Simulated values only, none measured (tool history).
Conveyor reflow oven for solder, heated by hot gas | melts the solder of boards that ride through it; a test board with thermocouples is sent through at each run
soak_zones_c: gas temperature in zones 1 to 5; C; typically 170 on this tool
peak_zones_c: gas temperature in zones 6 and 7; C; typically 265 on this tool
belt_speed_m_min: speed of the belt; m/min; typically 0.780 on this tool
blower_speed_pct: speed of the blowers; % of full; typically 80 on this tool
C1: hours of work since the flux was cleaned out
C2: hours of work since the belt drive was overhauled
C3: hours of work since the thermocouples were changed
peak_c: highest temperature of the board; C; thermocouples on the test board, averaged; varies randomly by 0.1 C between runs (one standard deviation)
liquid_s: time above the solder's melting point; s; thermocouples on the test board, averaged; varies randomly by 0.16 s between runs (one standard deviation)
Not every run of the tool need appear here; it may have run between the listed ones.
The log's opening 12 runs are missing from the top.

Run 13, hour 142.5: usual settings; C1 43; C2 338; C3 207. Result: peak_c 250.9 C, liquid_s 44.8 s.
Run 14, hour 158.4: usual settings; C1 53; C2 349; C3 218. Result: peak_c 251.2 C, liquid_s 44.9 s.
Run 15, hour 171.8: usual settings; C1 62; C2 358; C3 227. Result: peak_c 251.2 C, liquid_s 44.8 s.
Run 16, hour 187.3: usual settings; C1 72; C2 368; C3 237. Result: peak_c 251.1 C, liquid_s 44.9 s.
Run 17, hour 196.0: usual settings but soak_zones_c 165 C, peak_zones_c 266 C, belt_speed_m_min 0.802 m/min, blower_speed_pct 56 % of full; C1 78; C2 374; C3 243. Result: peak_c 243.4 C, liquid_s 34.9 s.
Run 18, hour 203.8: usual settings but peak_zones_c 278 C, belt_speed_m_min 0.893 m/min; C1 83; C2 379; C3 248. Result: peak_c 257.9 C, liquid_s 41.5 s.
Run 19, hour 218.1: usual settings but soak_zones_c 178 C, peak_zones_c 278 C, belt_speed_m_min 0.854 m/min, blower_speed_pct 85 % of full; C1 93; C2 388; C3 257. Result: peak_c 262.3 C, liquid_s 47.8 s.
Run 20, hour 226.1: usual settings but soak_zones_c 178 C, peak_zones_c 278 C, belt_speed_m_min 0.699 m/min, blower_speed_pct 66 % of full; C1 98; C2 394; C3 263. Result: peak_c 264.0 C, liquid_s 59.3 s.
Run 21, hour 243.5: usual settings but soak_zones_c 178 C, peak_zones_c 278 C, belt_speed_m_min 0.699 m/min, blower_speed_pct 66 % of full; C1 110; C2 405; C3 274. Result: peak_c 263.9 C, liquid_s 59.6 s.
Run 22, hour 257.6: usual settings but soak_zones_c 185 C, peak_zones_c 264 C, belt_speed_m_min 0.696 m/min; C1 119; C2 415; C3 284. Result: peak_c 255.3 C, liquid_s 58.4 s.
Run 23, hour 272.4: usual settings but peak_zones_c 255 C, belt_speed_m_min 0.832 m/min; C1 129; C2 424; C3 293. Result: peak_c 240.7 C, liquid_s 34.7 s.
Run 24, hour 286.3: usual settings but soak_zones_c 177 C, peak_zones_c 268 C, belt_speed_m_min 0.847 m/min, blower_speed_pct 62 % of full; C1 138; C2 434; C3 303. Result: peak_c 247.6 C, liquid_s 39.9 s.
Run 25, hour 300.2: usual settings but peak_zones_c 279 C, belt_speed_m_min 0.824 m/min; C1 147; C2 443; C3 312. Result: peak_c 261.9 C, liquid_s 47.1 s.
Run 26, hour 314.4: usual settings but peak_zones_c 279 C, belt_speed_m_min 0.824 m/min; C1 156; C2 452; C3 321. Result: peak_c 261.9 C, liquid_s 47.3 s.
Run 27, hour 321.7: usual settings but peak_zones_c 279 C, belt_speed_m_min 0.824 m/min; C1 161; C2 457; C3 326. Result: peak_c 261.9 C, liquid_s 47.5 s.
Run 28, hour 335.6: usual settings but peak_zones_c 279 C, belt_speed_m_min 0.824 m/min; C1 170; C2 466; C3 335. Result: peak_c 261.8 C, liquid_s 47.2 s.
Run 29, hour 350.0: usual settings but peak_zones_c 279 C, belt_speed_m_min 0.824 m/min; C1 180; C2 476; C3 345. Result: peak_c 261.7 C, liquid_s 47.0 s.
Run 30, hour 363.5: usual settings but peak_zones_c 274 C, belt_speed_m_min 0.786 m/min, blower_speed_pct 89 % of full; C1 189; C2 485; C3 354. Result: peak_c 260.8 C, liquid_s 49.5 s.

Forecast each of these 3 alternatives for the next run:
Run A, hour 380.7: usual settings but soak_zones_c 169 C, peak_zones_c 273 C, belt_speed_m_min 0.786 m/min, blower_speed_pct 89 % of full; C1 200; C2 496; C3 365. Result: peak_c ?, liquid_s ?.
Run B, hour 380.7: usual settings but soak_zones_c 162 C, peak_zones_c 272 C, blower_speed_pct 78 % of full; C1 200; C2 496; C3 365. Result: peak_c ?, liquid_s ?.
Run C, hour 380.7: usual settings but peak_zones_c 262 C, belt_speed_m_min 0.786 m/min, blower_speed_pct 74 % of full; C1 200; C2 496; C3 365. Result: peak_c ?, liquid_s ?.

run  peak_c  liquid_s
  A   259.5      48.9
  B   255.9      45.1
  C   246.9      41.7
With the hidden condition removed and each run's random variation left untouched, the same runs would have given:
run  peak_c  liquid_s
  A   259.5      48.9
  B   255.9      45.1
  C   246.9      41.7
